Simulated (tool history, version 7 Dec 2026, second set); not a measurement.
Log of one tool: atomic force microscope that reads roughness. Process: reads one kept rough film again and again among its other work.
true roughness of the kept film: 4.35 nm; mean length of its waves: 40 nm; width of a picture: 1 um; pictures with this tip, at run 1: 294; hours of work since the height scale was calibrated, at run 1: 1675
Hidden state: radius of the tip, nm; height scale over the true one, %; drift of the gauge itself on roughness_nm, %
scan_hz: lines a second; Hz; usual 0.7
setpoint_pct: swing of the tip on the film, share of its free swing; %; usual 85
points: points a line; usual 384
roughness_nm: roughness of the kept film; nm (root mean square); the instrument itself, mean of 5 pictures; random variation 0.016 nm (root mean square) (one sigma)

run   hour  scan_hz  setpoint_pct  points  pictures with this tip  hours of work since the height scale was calibrated  roughness_nm
  1      0      0.7            85     384                     294                                                 1675          3.38
      39.8  -- new tip fitted
  2   64.2      0.7            85     384                      30                                                 1720         3.821
  3  135.8      0.7            85     384                     119                                                 1771         3.674
  4  180.8      0.7            80     384                     175                                                 1803          3.63
  5  236.2      0.7            80     384                     244                                                 1843          3.53
  6  298.2      0.7            80     384                     321                                                 1887         3.444
       314  -- new tip fitted
  7  353.7      0.7            85     562                      50                                                 1926         3.789
  8  420.7    0.592            81     624                     133                                                 1973         3.727
  9    492    0.534            88     454                     222                                                 2024         3.586
 10  529.4    0.534            59     454                     269                                                 2051         3.631
 11  574.1    1.684            59     431                     324                                                 2083         3.491
     587.6  -- new tip fitted
 12  613.7    1.684            62     605                      33                                                 2110         3.921

4 ways to go on from here, each from the tool as it stands after run 12. What would each give?
  A  684.7    2.173            67     384                     121                                                 2161             ?
  B  684.7    3.458            64     765                     121                                                 2161             ?
  C  684.7      0.7            72     384                     121                                                 2161             ?
  D  684.7    0.509            67     596                     121                                                 2161             ?

run  roughness_nm
  A         3.648
  B         3.598
  C         3.773
  D         3.807
Without the tool's hidden state the same runs would have given:
run  roughness_nm
  A         3.882
  B          3.83
  C         4.015
  D         4.052
